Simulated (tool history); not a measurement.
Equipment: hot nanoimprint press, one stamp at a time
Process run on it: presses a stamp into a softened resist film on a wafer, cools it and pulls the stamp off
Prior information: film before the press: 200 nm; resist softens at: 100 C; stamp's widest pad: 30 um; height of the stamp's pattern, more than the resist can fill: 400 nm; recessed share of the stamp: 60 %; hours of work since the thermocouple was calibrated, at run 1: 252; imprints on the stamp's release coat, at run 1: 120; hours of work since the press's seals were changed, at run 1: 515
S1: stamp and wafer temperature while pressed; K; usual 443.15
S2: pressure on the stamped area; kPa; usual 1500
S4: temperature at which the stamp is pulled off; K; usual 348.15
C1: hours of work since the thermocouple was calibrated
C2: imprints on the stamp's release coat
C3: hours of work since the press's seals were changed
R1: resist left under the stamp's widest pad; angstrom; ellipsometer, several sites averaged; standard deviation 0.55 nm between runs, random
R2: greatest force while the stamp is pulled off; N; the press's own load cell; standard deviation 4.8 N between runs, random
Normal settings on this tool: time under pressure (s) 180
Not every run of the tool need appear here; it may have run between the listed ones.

{"run": 1, "hour": 0.0, "S1": 443.15, "S2": 1500, "time under pressure (s)": 180, "S4": 348.15, "C1": 252, "C2": 120, "C3": 515, "R1": 1071, "R2": 238}
{"hour": 21.9, "done": "press's hydraulic seals changed and the load cell set to zero"}
{"run": 2, "hour": 75.2, "S1": 443.15, "S2": 1500, "time under pressure (s)": 180, "S4": 348.15, "C1": 292, "C2": 319, "C3": 32, "R1": 1059, "R2": 238}
{"run": 3, "hour": 147.1, "S1": 443.15, "S2": 1500, "time under pressure (s)": 180, "S4": 348.15, "C1": 335, "C2": 531, "C3": 75, "R1": 1066, "R2": 267}
{"run": 4, "hour": 220.5, "S1": 450.15, "S2": 1500, "time under pressure (s)": 180, "S4": 348.15, "C1": 379, "C2": 748, "C3": 119, "R1": 848, "R2": 273}
{"hour": 234.1, "done": "plate thermocouple calibrated"}
{"run": 5, "hour": 288.9, "S1": 442.15, "S2": 1500, "time under pressure (s)": 180, "S4": 348.15, "C1": 33, "C2": 941, "C3": 158, "R1": 1077, "R2": 294}
{"run": 6, "hour": 335.5, "S1": 442.15, "S2": 1500, "time under pressure (s)": 180, "S4": 348.15, "C1": 61, "C2": 1079, "C3": 186, "R1": 1077, "R2": 296}
{"run": 7, "hour": 377.0, "S1": 442.15, "S2": 1500, "time under pressure (s)": 180, "S4": 348.15, "C1": 85, "C2": 1201, "C3": 210, "R1": 1078, "R2": 304}
{"run": 8, "hour": 439.8, "S1": 440.15, "S2": 1500, "time under pressure (s)": 180, "S4": 348.15, "C1": 123, "C2": 1386, "C3": 248, "R1": 1162, "R2": 319}
{"run": 9, "hour": 495.3, "S1": 431.15, "S2": 1500, "time under pressure (s)": 180, "S4": 348.15, "C1": 156, "C2": 1551, "C3": 281, "R1": 1510, "R2": 332}
{"run": 10, "hour": 564.3, "S1": 443.15, "S2": 1500, "time under pressure (s)": 180, "S4": 348.15, "C1": 197, "C2": 1754, "C3": 322, "R1": 1064, "R2": 331}
{"run": 11, "hour": 615.5, "S1": 443.15, "S2": 1500, "time under pressure (s)": 180, "S4": 348.15, "C1": 228, "C2": 1906, "C3": 353, "R1": 1070, "R2": 357}
{"run": 12, "hour": 681.5, "S1": 443.15, "S2": 1500, "time under pressure (s)": 180, "S4": 348.15, "C1": 267, "C2": 2100, "C3": 392, "R1": 1076, "R2": 356}
{"run": 13, "hour": 718.9, "S1": 443.15, "S2": 1500, "time under pressure (s)": 180, "S4": 348.15, "C1": 290, "C2": 2211, "C3": 415, "R1": 1079, "R2": 360}
{"run": 14, "hour": 780.6, "S1": 443.15, "S2": 1500, "time under pressure (s)": 180, "S4": 348.15, "C1": 327, "C2": 2393, "C3": 452, "R1": 1100, "R2": 381}
{"hour": 813.3, "done": "stamp cleaned and given a new release coat"}
{"run": 15, "hour": 831.0, "S1": 443.15, "S2": 1500, "time under pressure (s)": 180, "S4": 348.15, "C1": 353, "C2": 52, "C3": 478, "R1": 1089, "R2": 239}
{"hour": 891.5, "done": "plate thermocouple calibrated"}
{"run": 16, "hour": 900.9, "S1": 443.15, "S2": 2000, "time under pressure (s)": 124, "S4": 348.15, "C1": 6, "C2": 250, "C3": 518, "R1": 992, "R2": 249}
{"hour": 919.1, "done": "press's hydraulic seals changed and the load cell set to zero"}
{"run": 17, "hour": 952.0, "S1": 443.15, "S2": 2000, "time under pressure (s)": 124, "S4": 348.15, "C1": 31, "C2": 377, "C3": 20, "R1": 978, "R2": 253}
{"run": 18, "hour": 1029.3, "S1": 440.15, "S2": 1500, "time under pressure (s)": 180, "S4": 336.15, "C1": 78, "C2": 606, "C3": 66, "R1": 1133, "R2": 304}
{"run": 19, "hour": 1063.3, "S1": 435.15, "S2": 1840, "time under pressure (s)": 133, "S4": 344.15, "C1": 98, "C2": 706, "C3": 86, "R1": 1311, "R2": 286}
{"run": 20, "hour": 1106.4, "S1": 450.15, "S2": 1590, "time under pressure (s)": 126, "S4": 353.15, "C1": 124, "C2": 833, "C3": 112, "R1": 906, "R2": 275}
{"run": 21, "hour": 1159.1, "S1": 450.15, "S2": 1590, "time under pressure (s)": 126, "S4": 353.15, "C1": 155, "C2": 989, "C3": 143, "R1": 904, "R2": 276}
{"run": 22, "hour": 1217.2, "S1": 450.15, "S2": 1590, "time under pressure (s)": 126, "S4": 353.15, "C1": 190, "C2": 1160, "C3": 178, "R1": 901, "R2": 297}
{"run": 23, "hour": 1264.1, "S1": 450.15, "S2": 1590, "time under pressure (s)": 126, "S4": 353.15, "C1": 218, "C2": 1299, "C3": 206, "R1": 922, "R2": 299}
{"run": 24, "hour": 1299.4, "S1": 450.15, "S2": 1590, "time under pressure (s)": 162, "S4": 353.15, "C1": 239, "C2": 1404, "C3": 227, "R1": 854, "R2": 294}
{"run": 25, "hour": 1358.2, "S1": 443.15, "S2": 1710, "time under pressure (s)": 180, "S4": 346.15, "C1": 274, "C2": 1577, "C3": 262, "R1": 986, "R2": 340}
{"run": 26, "hour": 1414.8, "S1": 443.15, "S2": 1220, "time under pressure (s)": 177, "S4": 346.15, "C1": 308, "C2": 1744, "C3": 296, "R1": 1181, "R2": 349}
{"run": 27, "hour": 1488.4, "S1": 443.15, "S2": 1810, "time under pressure (s)": 181, "S4": 348.15, "C1": 352, "C2": 1962, "C3": 340, "R1": 982, "R2": 348}
{"run": 28, "hour": 1525.4, "S1": 442.15, "S2": 1530, "time under pressure (s)": 136, "S4": 349.15, "C1": 374, "C2": 2071, "C3": 362, "R1": 1183, "R2": 346}
{"hour": 1550.4, "done": "plate thermocouple calibrated"}
{"run": 29, "hour": 1604.4, "S1": 443.15, "S2": 1540, "time under pressure (s)": 289, "S4": 348.15, "C1": 32, "C2": 2295, "C3": 408, "R1": 884, "R2": 376}
{"hour": 1667.1, "done": "stamp cleaned and given a new release coat"}
{"run": 30, "hour": 1680.4, "S1": 438.15, "S2": 1110, "time under pressure (s)": 102, "S4": 348.15, "C1": 74, "C2": 39, "C3": 450, "R1": 1575, "R2": 241}

A few steps of R1 between consecutive runs. Split each: what settings, incoming material and random variation would produce without the hidden state, and what is left over for the hidden state, along with gauge scatter present in only one of the two compared results (measured, and without hidden state):
Hidden state present: true temperature over the reading, C; pressure that arrives at the usual setting, %; grip of the stamp's worn release coat, % over a new coat's; drift of the gauge itself on residual_nm, %; drift of the gauge itself on pull_off_n, %.
Run 9 -> 10: S1 431.15 -> 443.15. R1 -446 angstrom: hidden state +3, all else -449.
Run 15 -> 16: S2 1500 -> 2000, time under pressure (s) 180 -> 124, plate thermocouple calibrated. R1 -97 angstrom: hidden state -52, all else -45.
Run 16 -> 17: press's hydraulic seals changed and the load cell set to zero. R1 -14 angstrom: hidden state -19, all else +5.
Run 19 -> 20: S1 435.15 -> 450.15, S2 1840 -> 1590, time under pressure (s) 133 -> 126, S4 344.15 -> 353.15. R1 -405 angstrom: hidden state -1, all else -404.
Run 28 -> 29: S1 442.15 -> 443.15, S2 1530 -> 1540, time under pressure (s) 136 -> 289, S4 349.15 -> 348.15, plate thermocouple calibrated. R1 -299 angstrom: hidden state -38, all else -261.
Run 29 -> 30: S1 443.15 -> 438.15, S2 1540 -> 1110, time under pressure (s) 289 -> 102, stamp cleaned and given a new release coat. R1 +691 angstrom: hidden state +3, all else +688.

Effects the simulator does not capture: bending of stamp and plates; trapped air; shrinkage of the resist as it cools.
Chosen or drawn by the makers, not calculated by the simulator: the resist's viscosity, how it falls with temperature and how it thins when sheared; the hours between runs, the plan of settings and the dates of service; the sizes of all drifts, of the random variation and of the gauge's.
